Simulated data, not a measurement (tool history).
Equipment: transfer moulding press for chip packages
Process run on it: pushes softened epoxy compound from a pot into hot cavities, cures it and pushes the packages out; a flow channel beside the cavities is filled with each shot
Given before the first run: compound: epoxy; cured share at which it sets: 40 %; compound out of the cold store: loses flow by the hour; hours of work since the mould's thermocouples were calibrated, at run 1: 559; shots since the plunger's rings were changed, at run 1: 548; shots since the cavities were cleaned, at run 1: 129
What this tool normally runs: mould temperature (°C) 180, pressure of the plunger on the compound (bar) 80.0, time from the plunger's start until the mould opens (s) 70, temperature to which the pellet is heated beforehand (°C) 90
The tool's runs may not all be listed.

run,hour,mould temperature (°C),pressure of the plunger on the compound (bar),time from the plunger's start until the mould opens (s),temperature to which the pellet is heated beforehand (°C),hours of work since the mould's thermocouples were calibrated,shots since the plunger's rings were changed,shots since the cavities were cleaned,incoming compound's hours out of the cold store,length that the compound runs in the flow channel (mm),greatest force on the pins that push the packages out (N)
1,0.0,180,80.0,70,90,559,548,129,16.1,709,565
# hour 30.5: cavities cleaned with cleaning compound and waxed
# hour 66.8: mould's thermocouples calibrated
# hour 68.3: cavities cleaned with cleaning compound and waxed
2,68.3,180,80.0,70,90,0,1601,0,18.7,718,573
# hour 105.3: cavities cleaned with cleaning compound and waxed
3,122.3,180,80.0,70,90,38,2475,283,42.0,656,536
# hour 142.9: cavities cleaned with cleaning compound and waxed
4,154.5,177,80.0,70,90,61,2985,192,31.0,682,675
# hour 179.2: cavities cleaned with cleaning compound and waxed
5,186.1,180,74.5,70,90,83,3487,116,39.0,642,526
# hour 215.8: cavities cleaned with cleaning compound and waxed
# hour 239.4: plunger's sealing rings changed
6,239.8,180,74.5,70,90,119,7,358,13.8,697,570
# hour 255.8: cavities cleaned with cleaning compound and waxed
# hour 291.5: cavities cleaned with cleaning compound and waxed
7,312.6,180,74.5,70,90,170,1168,350,30.8,658,554
# hour 330.6: cavities cleaned with cleaning compound and waxed
# hour 369.5: cavities cleaned with cleaning compound and waxed
8,378.2,180,74.5,70,90,215,2210,145,32.1,659,547
# hour 408.0: cavities cleaned with cleaning compound and waxed
9,422.3,180,74.5,70,90,247,2920,238,21.8,682,561
# hour 443.4: cavities cleaned with cleaning compound and waxed
10,465.9,180,80.0,70,92,277,3620,375,25.8,699,536
# hour 481.3: cavities cleaned with cleaning compound and waxed
# hour 512.0: plunger's sealing rings changed
11,516.8,180,80.0,70,92,311,80,549,47.0,647,541
# hour 522.4: cavities cleaned with cleaning compound and waxed
# hour 560.4: cavities cleaned with cleaning compound and waxed
12,584.3,180,80.0,70,92,358,1152,397,25.5,693,533
# hour 597.3: cavities cleaned with cleaning compound and waxed
# hour 637.9: cavities cleaned with cleaning compound and waxed
13,653.6,180,80.0,70,92,407,2257,261,24.4,697,557
# hour 675.3: cavities cleaned with cleaning compound and waxed
# hour 710.9: cavities cleaned with cleaning compound and waxed
14,725.0,180,80.0,70,92,457,3395,235,35.2,670,539
# hour 746.9: cavities cleaned with cleaning compound and waxed
15,771.7,186,66.4,51,90,490,4148,414,39.4,593,906
# hour 783.1: plunger's sealing rings changed
# hour 784.6: cavities cleaned with cleaning compound and waxed
# hour 821.8: cavities cleaned with cleaning compound and waxed
16,821.8,180,93.5,70,90,522,595,0,12.1,784,592
# hour 863.0: cavities cleaned with cleaning compound and waxed
17,889.6,180,93.5,70,90,570,1697,442,19.9,776,566

Run 18 has not been measured yet. What should we expect?
# hour 901.9: cavities cleaned with cleaning compound and waxed
# hour 941.3: mould's thermocouples calibrated
# hour 942.8: cavities cleaned with cleaning compound and waxed
18,963.0,180,93.5,70,90,15,2836,335,47.4,?,?

length that the compound runs in the flow channel (mm): 700
greatest force on the pins that push the packages out (N): 540
If the tool had no hidden condition, the same run with the same run-to-run variation would have returned length that the compound runs in the flow channel (mm) 701, greatest force on the pins that push the packages out (N) 535.
